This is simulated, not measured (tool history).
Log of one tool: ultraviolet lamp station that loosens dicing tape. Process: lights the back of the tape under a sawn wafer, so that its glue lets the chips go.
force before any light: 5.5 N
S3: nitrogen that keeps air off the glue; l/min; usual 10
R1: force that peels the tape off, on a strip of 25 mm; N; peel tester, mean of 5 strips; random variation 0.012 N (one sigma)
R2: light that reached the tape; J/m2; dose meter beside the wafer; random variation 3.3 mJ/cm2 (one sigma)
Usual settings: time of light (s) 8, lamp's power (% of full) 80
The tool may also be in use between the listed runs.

run 1 day=0 | time_of_light_(s)=8 lamp's_power_(%_of_full)=80 S3=10 | R1=0.906 R2=3840
run 2 day=3.021 | time_of_light_(s)=8 lamp's_power_(%_of_full)=80 S3=10 | R1=0.942 R2=3760
run 3 day=4.775 | time_of_light_(s)=8 lamp's_power_(%_of_full)=80 S3=10 | R1=0.988 R2=3710
-- day=7.083 lamp changed
run 4 day=7.083 | time_of_light_(s)=8 lamp's_power_(%_of_full)=80 S3=10 | R1=0.59 R2=4970
run 5 day=9.233 | time_of_light_(s)=8 lamp's_power_(%_of_full)=80 S3=10 | R1=0.6 R2=4900
run 6 day=10.696 | time_of_light_(s)=8 lamp's_power_(%_of_full)=80 S3=5 | R1=0.818 R2=4860
run 7 day=13.312 | time_of_light_(s)=8 lamp's_power_(%_of_full)=97 S3=10 | R1=0.458 R2=5760
run 8 day=15.033 | time_of_light_(s)=8 lamp's_power_(%_of_full)=80 S3=11 | R1=0.656 R2=4670
run 9 day=18.2 | time_of_light_(s)=8 lamp's_power_(%_of_full)=80 S3=10 | R1=0.682 R2=4530
run 10 day=21.196 | time_of_light_(s)=4 lamp's_power_(%_of_full)=80 S3=10 | R1=1.791 R2=2210
run 11 day=24.296 | time_of_light_(s)=4 lamp's_power_(%_of_full)=80 S3=10 | R1=1.969 R2=2180
-- day=24.846 window cleaned of glue's vapour
run 12 day=26.604 | time_of_light_(s)=8 lamp's_power_(%_of_full)=80 S3=10 | R1=0.646 R2=4700
run 13 day=28.712 | time_of_light_(s)=8 lamp's_power_(%_of_full)=80 S3=10 | R1=0.674 R2=4600
run 14 day=31.596 | time_of_light_(s)=8 lamp's_power_(%_of_full)=80 S3=10 | R1=0.685 R2=4520
run 15 day=34.721 | time_of_light_(s)=8 lamp's_power_(%_of_full)=80 S3=10 | R1=0.718 R2=4390
run 16 day=37.917 | time_of_light_(s)=8 lamp's_power_(%_of_full)=80 S3=10 | R1=0.749 R2=4340
run 17 day=39.571 | time_of_light_(s)=8 lamp's_power_(%_of_full)=80 S3=9 | R1=0.799 R2=4260
run 18 day=40.954 | time_of_light_(s)=10 lamp's_power_(%_of_full)=80 S3=10 | R1=0.543 R2=5310
run 19 day=43.625 | time_of_light_(s)=10 lamp's_power_(%_of_full)=80 S3=10 | R1=0.539 R2=5160
run 20 day=46.3 | time_of_light_(s)=10 lamp's_power_(%_of_full)=87 S3=10 | R1=0.482 R2=5510
run 21 day=49.233 | time_of_light_(s)=10 lamp's_power_(%_of_full)=87 S3=10 | R1=0.512 R2=5370
-- day=52.183 window cleaned of glue's vapour
run 22 day=52.183 | time_of_light_(s)=8 lamp's_power_(%_of_full)=80 S3=10 | R1=0.761 R2=4240
run 23 day=55.312 | time_of_light_(s)=8 lamp's_power_(%_of_full)=80 S3=19 | R1=0.665 R2=4120
run 24 day=57.508 | time_of_light_(s)=7 lamp's_power_(%_of_full)=77 S3=13 | R1=1.007 R2=3390
run 25 day=59.421 | time_of_light_(s)=7 lamp's_power_(%_of_full)=77 S3=13 | R1=1.038 R2=3340
run 26 day=61.021 | time_of_light_(s)=5 lamp's_power_(%_of_full)=99 S3=6 | R1=1.515 R2=3030
run 27 day=63.042 | time_of_light_(s)=5 lamp's_power_(%_of_full)=88 S3=6 | R1=1.708 R2=2620
run 28 day=66.333 | time_of_light_(s)=6 lamp's_power_(%_of_full)=91 S3=8 | R1=1.292 R2=3110
run 29 day=69.271 | time_of_light_(s)=5 lamp's_power_(%_of_full)=61 S3=10 | R1=2.409 R2=1700
-- day=71.879 lamp changed
run 30 day=71.879 | time_of_light_(s)=9 lamp's_power_(%_of_full)=63 S3=10 | R1=0.735 R2=4310
run 31 day=74.921 | time_of_light_(s)=8 lamp's_power_(%_of_full)=80 S3=12 | R1=0.581 R2=4750
run 32 day=77.742 | time_of_light_(s)=8 lamp's_power_(%_of_full)=80 S3=17 | R1=0.526 R2=4720
run 33 day=79.162 | time_of_light_(s)=8 lamp's_power_(%_of_full)=80 S3=17 | R1=0.539 R2=4680
-- day=79.488 window cleaned of glue's vapour
run 34 day=82.054 | time_of_light_(s)=16 lamp's_power_(%_of_full)=77 S3=6 | R1=0.254 R2=9560
run 35 day=85.383 | time_of_light_(s)=7 lamp's_power_(%_of_full)=80 S3=3 | R1=1.266 R2=4290
run 36 day=87.779 | time_of_light_(s)=12 lamp's_power_(%_of_full)=80 S3=10 | R1=0.305 R2=7180
run 37 day=89.3 | time_of_light_(s)=15 lamp's_power_(%_of_full)=80 S3=10 | R1=0.232 R2=8810
run 38 day=91.646 | time_of_light_(s)=13 lamp's_power_(%_of_full)=86 S3=4 | R1=0.373 R2=8070
run 39 day=93.054 | time_of_light_(s)=8 lamp's_power_(%_of_full)=80 S3=10 | R1=0.709 R2=4560
run 40 day=95.9 | time_of_light_(s)=8 lamp's_power_(%_of_full)=80 S3=10 | R1=0.701 R2=4540
run 41 day=97.512 | time_of_light_(s)=8 lamp's_power_(%_of_full)=80 S3=10 | R1=0.711 R2=4430
run 42 day=99.925 | time_of_light_(s)=7 lamp's_power_(%_of_full)=85 S3=18 | R1=0.679 R2=4000
run 43 day=101.6 | time_of_light_(s)=8 lamp's_power_(%_of_full)=68 S3=4 | R1=1.388 R2=3610
run 44 day=104.921 | time_of_light_(s)=7 lamp's_power_(%_of_full)=80 S3=8 | R1=1.05 R2=3650

Some steps in R1 between neighbouring runs. How much of each would the tool show without its hidden state too (settings, what came in, random variation), and how much is left for the hidden state, with any gauge scatter that isn't in both results?
The hidden state here: lamp's light, % of a new lamp's; light that the window lets through, % of a clean one's; drift of the gauge itself on peel_n, %; drift of the gauge itself on dose_mj_cm2, %.
Run 3 -> 4: lamp changed. R1 -0.398 N: hidden state -0.388, all else -0.01.
Run 11 -> 12: time of light (s) 4 -> 8, window cleaned of glue's vapour. R1 -1.323 N: hidden state -0.26, all else -1.063.
Run 28 -> 29: time of light (s) 6 -> 5, lamp's power (% of full) 91 -> 61, S3 8 -> 10. R1 +1.117 N: hidden state +0.206, all else +0.911.
Run 29 -> 30: time of light (s) 5 -> 9, lamp's power (% of full) 61 -> 63, lamp changed. R1 -1.674 N: hidden state -0.643, all else -1.031.
